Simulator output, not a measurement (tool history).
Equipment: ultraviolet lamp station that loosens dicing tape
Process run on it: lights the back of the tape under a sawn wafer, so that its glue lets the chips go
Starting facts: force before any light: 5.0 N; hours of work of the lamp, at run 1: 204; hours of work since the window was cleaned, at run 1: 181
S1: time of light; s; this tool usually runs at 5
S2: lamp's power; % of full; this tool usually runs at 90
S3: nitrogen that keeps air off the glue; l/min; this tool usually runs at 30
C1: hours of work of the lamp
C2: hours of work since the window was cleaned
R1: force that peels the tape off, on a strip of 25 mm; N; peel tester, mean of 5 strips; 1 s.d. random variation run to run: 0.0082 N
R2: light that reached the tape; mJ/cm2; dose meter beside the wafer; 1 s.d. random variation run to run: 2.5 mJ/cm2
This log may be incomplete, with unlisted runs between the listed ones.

{"run": 1, "day": 0.0, "S1": 5, "S2": 90, "S3": 30, "C1": 204, "C2": 181, "R1": 0.348, "R2": 312}
{"run": 2, "day": 0.938, "S1": 5, "S2": 90, "S3": 19, "C1": 219, "C2": 196, "R1": 0.443, "R2": 311}
{"run": 3, "day": 1.929, "S1": 5, "S2": 90, "S3": 19, "C1": 235, "C2": 212, "R1": 0.419, "R2": 319}
{"run": 4, "day": 2.717, "S1": 5, "S2": 90, "S3": 19, "C1": 247, "C2": 224, "R1": 0.432, "R2": 313}
{"run": 5, "day": 3.704, "S1": 5, "S2": 90, "S3": 30, "C1": 263, "C2": 240, "R1": 0.354, "R2": 317}
{"run": 6, "day": 4.375, "S1": 5, "S2": 90, "S3": 30, "C1": 273, "C2": 250, "R1": 0.345, "R2": 317}
{"run": 7, "day": 5.196, "S1": 5, "S2": 90, "S3": 30, "C1": 286, "C2": 263, "R1": 0.342, "R2": 309}
{"run": 8, "day": 5.888, "S1": 5, "S2": 90, "S3": 30, "C1": 297, "C2": 274, "R1": 0.355, "R2": 318}
{"run": 9, "day": 6.558, "S1": 5, "S2": 90, "S3": 30, "C1": 308, "C2": 285, "R1": 0.342, "R2": 317}
{"run": 10, "day": 7.292, "S1": 5, "S2": 90, "S3": 30, "C1": 319, "C2": 296, "R1": 0.361, "R2": 313}
{"run": 11, "day": 7.971, "S1": 5, "S2": 90, "S3": 30, "C1": 330, "C2": 307, "R1": 0.349, "R2": 313}
{"run": 12, "day": 8.554, "S1": 5, "S2": 90, "S3": 30, "C1": 339, "C2": 316, "R1": 0.354, "R2": 310}
{"run": 13, "day": 9.429, "S1": 5, "S2": 90, "S3": 30, "C1": 353, "C2": 330, "R1": 0.333, "R2": 311}
{"run": 14, "day": 10.429, "S1": 5, "S2": 90, "S3": 30, "C1": 369, "C2": 346, "R1": 0.355, "R2": 312}
{"day": 10.583, "done": "window cleaned of glue's vapour"}
{"run": 15, "day": 11.404, "S1": 5, "S2": 90, "S3": 30, "C1": 384, "C2": 13, "R1": 0.343, "R2": 314}
{"run": 16, "day": 12.492, "S1": 5, "S2": 90, "S3": 30, "C1": 401, "C2": 30, "R1": 0.359, "R2": 319}
{"run": 17, "day": 13.321, "S1": 7, "S2": 90, "S3": 30, "C1": 414, "C2": 43, "R1": 0.265, "R2": 436}
{"run": 18, "day": 14.271, "S1": 7, "S2": 90, "S3": 30, "C1": 429, "C2": 58, "R1": 0.257, "R2": 439}
{"run": 19, "day": 15.258, "S1": 7, "S2": 90, "S3": 30, "C1": 445, "C2": 74, "R1": 0.262, "R2": 445}
{"run": 20, "day": 16.217, "S1": 7, "S2": 90, "S3": 30, "C1": 460, "C2": 89, "R1": 0.261, "R2": 440}
{"run": 21, "day": 16.783, "S1": 5, "S2": 90, "S3": 9, "C1": 469, "C2": 98, "R1": 0.695, "R2": 310}
{"run": 22, "day": 17.858, "S1": 5, "S2": 90, "S3": 43, "C1": 486, "C2": 115, "R1": 0.301, "R2": 315}
{"run": 23, "day": 18.692, "S1": 4, "S2": 90, "S3": 18, "C1": 499, "C2": 128, "R1": 0.626, "R2": 256}
{"run": 24, "day": 19.662, "S1": 5, "S2": 95, "S3": 28, "C1": 515, "C2": 143, "R1": 0.339, "R2": 332}
{"run": 25, "day": 20.521, "S1": 6, "S2": 90, "S3": 13, "C1": 528, "C2": 157, "R1": 0.411, "R2": 377}
{"run": 26, "day": 21.538, "S1": 5, "S2": 97, "S3": 45, "C1": 544, "C2": 173, "R1": 0.284, "R2": 337}
{"run": 27, "day": 22.154, "S1": 3, "S2": 92, "S3": 10, "C1": 554, "C2": 183, "R1": 1.27, "R2": 193}
{"run": 28, "day": 23.071, "S1": 8, "S2": 72, "S3": 30, "C1": 568, "C2": 197, "R1": 0.269, "R2": 406}
{"run": 29, "day": 24.138, "S1": 3, "S2": 85, "S3": 19, "C1": 585, "C2": 214, "R1": 1.008, "R2": 181}
{"run": 30, "day": 24.642, "S1": 3, "S2": 65, "S3": 9, "C1": 593, "C2": 222, "R1": 1.95, "R2": 140}
{"run": 31, "day": 25.729, "S1": 5, "S2": 85, "S3": 28, "C1": 610, "C2": 239, "R1": 0.39, "R2": 296}
{"run": 32, "day": 26.621, "S1": 7, "S2": 69, "S3": 33, "C1": 625, "C2": 253, "R1": 0.315, "R2": 340}
{"run": 33, "day": 27.583, "S1": 7, "S2": 90, "S3": 30, "C1": 640, "C2": 269, "R1": 0.264, "R2": 438}
{"run": 34, "day": 28.467, "S1": 5, "S2": 90, "S3": 11, "C1": 654, "C2": 283, "R1": 0.578, "R2": 313}
{"run": 35, "day": 29.117, "S1": 4, "S2": 90, "S3": 40, "C1": 664, "C2": 293, "R1": 0.407, "R2": 254}
{"run": 36, "day": 29.579, "S1": 8, "S2": 83, "S3": 48, "C1": 671, "C2": 300, "R1": 0.244, "R2": 461}
{"run": 37, "day": 30.517, "S1": 6, "S2": 90, "S3": 30, "C1": 686, "C2": 315, "R1": 0.296, "R2": 374}
{"run": 38, "day": 31.133, "S1": 3, "S2": 78, "S3": 38, "C1": 696, "C2": 325, "R1": 0.789, "R2": 163}
{"run": 39, "day": 31.858, "S1": 5, "S2": 89, "S3": 59, "C1": 707, "C2": 336, "R1": 0.282, "R2": 313}
{"run": 40, "day": 32.571, "S1": 5, "S2": 89, "S3": 59, "C1": 719, "C2": 347, "R1": 0.296, "R2": 312}
{"day": 32.675, "done": "window cleaned of glue's vapour"}
{"run": 41, "day": 33.388, "S1": 5, "S2": 89, "S3": 15, "C1": 731, "C2": 11, "R1": 0.482, "R2": 310}
{"run": 42, "day": 34.504, "S1": 3, "S2": 96, "S3": 30, "C1": 749, "C2": 29, "R1": 0.641, "R2": 203}
{"run": 43, "day": 34.983, "S1": 3, "S2": 96, "S3": 30, "C1": 756, "C2": 36, "R1": 0.638, "R2": 204}
{"run": 44, "day": 35.804, "S1": 8, "S2": 69, "S3": 30, "C1": 769, "C2": 49, "R1": 0.291, "R2": 385}

Alternative continuations, all from the tool just after run 44; predict every row:
{"run": "A", "day": 36.879, "S1": 10, "S2": 72, "S3": 13, "C1": 786, "C2": 66, "R1": "?", "R2": "?"}
{"run": "B", "day": 36.879, "S1": 2, "S2": 86, "S3": 30, "C1": 786, "C2": 66, "R1": "?", "R2": "?"}
{"run": "C", "day": 36.879, "S1": 3, "S2": 89, "S3": 10, "C1": 786, "C2": 66, "R1": "?", "R2": "?"}

run=A R1=0.299 R2=504
run=B R1=1.318 R2=120
run=C R1=1.313 R2=189
Without the tool's unlogged condition, the same runs would have read:
run=A R1=0.299 R2=505
run=B R1=1.316 R2=121
run=C R1=1.311 R2=189
